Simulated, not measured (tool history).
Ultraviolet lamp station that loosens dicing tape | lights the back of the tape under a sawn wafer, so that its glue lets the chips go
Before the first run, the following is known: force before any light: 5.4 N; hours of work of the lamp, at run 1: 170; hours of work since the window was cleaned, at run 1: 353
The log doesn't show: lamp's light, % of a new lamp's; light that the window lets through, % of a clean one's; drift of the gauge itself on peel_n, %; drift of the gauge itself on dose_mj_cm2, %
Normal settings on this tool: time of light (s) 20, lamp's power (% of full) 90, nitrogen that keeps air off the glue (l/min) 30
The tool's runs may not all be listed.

| run | hour | time of light (s) | lamp's power (% of full) | nitrogen that keeps air off the glue (l/min) | hours of work of the lamp | hours of work since the window was cleaned | force that peels the tape off (N) | light that reached the tape (mJ/cm2) |
|---|---|---|---|---|---|---|---|---|
| 1 | 0 | 20 | 90 | 30 | 170 | 353 | 0.224 | 430 |
| 2 | 3.8 | 20 | 90 | 30 | 172 | 355 | 0.217 | 426 |
| 3 | 12.6 | 20 | 73 | 30 | 177 | 360 | 0.298 | 342 |
| 4 | 21.3 | 20 | 73 | 30 | 181 | 364 | 0.297 | 344 |
| 5 | 27 | 24 | 90 | 30 | 184 | 367 | 0.188 | 499 |
| 6 | 30.8 | 24 | 90 | 43 | 186 | 370 | 0.173 | 509 |
| 7 | 37.2 | 24 | 90 | 43 | 190 | 373 | 0.176 | 503 |
| 8 | 44.3 | 24 | 90 | 43 | 194 | 377 | 0.179 | 507 |
| 9 | 52.3 | 20 | 90 | 30 | 198 | 381 | 0.237 | 414 |
| 10 | 60 | 20 | 90 | 30 | 202 | 385 | 0.227 | 416 |
| 11 | 64.1 | 20 | 76 | 30 | 204 | 388 | 0.292 | 351 |
| 12 | 71.1 | 20 | 61 | 32 | 208 | 391 | 0.432 | 282 |
| 13 | 79.5 | 31 | 96 | 13 | 213 | 396 | 0.198 | 688 |
| 14 | 87.4 | 26 | 90 | 50 | 217 | 400 | 0.162 | 534 |
| 15 | 95.9 | 20 | 92 | 11 | 221 | 405 | 0.457 | 423 |
|  | 97.2 | window cleaned of glue's vapour |
| 16 | 104.5 | 20 | 96 | 26 | 226 | 4 | 0.243 | 431 |
| 17 | 112.6 | 20 | 62 | 30 | 230 | 8 | 0.473 | 275 |
| 18 | 120.3 | 34 | 66 | 15 | 234 | 12 | 0.274 | 496 |

Forecast run 19:
|  | 124.5 | window cleaned of glue's vapour, once more |
| 19 | 125 | 20 | 67 | 30 | 237 | 0 | ? | ? |

force that peels the tape off (N): 0.317
light that reached the tape (mJ/cm2): 337
Minus the tool's unlogged condition, the same run would have read force that peels the tape off (N) 0.254, light that reached the tape (mJ/cm2) 388.
